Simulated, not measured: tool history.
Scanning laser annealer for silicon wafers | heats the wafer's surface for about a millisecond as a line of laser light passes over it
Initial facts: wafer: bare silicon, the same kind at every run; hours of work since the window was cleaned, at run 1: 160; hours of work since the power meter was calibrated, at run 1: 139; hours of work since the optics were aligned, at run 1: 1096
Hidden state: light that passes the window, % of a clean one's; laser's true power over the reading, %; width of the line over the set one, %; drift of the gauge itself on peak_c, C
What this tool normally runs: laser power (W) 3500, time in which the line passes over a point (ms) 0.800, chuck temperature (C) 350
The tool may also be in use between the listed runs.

run,day,laser power (W),time in which the line passes over a point (ms),chuck temperature (C),hours of work since the window was cleaned,hours of work since the power meter was calibrated,hours of work since the optics were aligned,highest temperature of the surface (C)
1,0.000,3500,0.800,350,160,139,1096,1073
2,0.238,3345,0.800,350,163,142,1100,1028
3,0.529,3500,0.800,350,167,146,1104,1071
4,0.954,3500,0.800,350,173,152,1110,1074
5,1.267,3500,0.800,350,178,156,1114,1072
6,1.521,3242,0.800,350,181,160,1118,1004
7,1.858,3242,0.800,350,186,165,1122,1002
8,2.183,3242,0.800,350,191,169,1127,1003
9,2.662,3242,0.800,350,197,176,1134,1006
10,3.083,3242,0.697,350,203,182,1140,961
11,3.558,3242,0.697,350,210,188,1146,957
12,3.804,3242,0.697,350,213,192,1150,960
13,4.275,3681,0.735,350,220,198,1156,1087
14,4.842,3500,0.674,317,228,206,1164,980
15,5.412,3500,0.674,317,236,214,1172,977
# day 5.896: optics aligned, line set to its width
16,6.008,3690,0.604,318,241,220,2,987
17,6.533,3500,0.800,343,249,227,9,1063
18,7.000,3062,0.678,332,255,234,15,891
19,7.254,3641,0.757,384,259,237,19,1119
20,7.554,3585,0.795,350,263,241,23,1094
21,8.117,3111,0.795,350,271,249,31,966
22,8.638,3500,0.856,358,278,257,38,1107
23,8.871,3326,0.829,348,281,260,42,1038

Alternative continuations, all from the tool just after run 23; predict every row:
A,9.392,3206,0.829,348,289,267,49,?
B,9.392,3326,0.829,325,289,267,49,?
C,9.392,3111,0.677,370,289,267,49,?
D,9.392,3028,0.879,373,289,267,49,?

run,highest temperature of the surface (C)
A,1005
B,1011
C,940
D,1005
What these runs would have given with no unlogged condition in the tool:
run,highest temperature of the surface (C)
A,1005
B,1011
C,940
D,1005
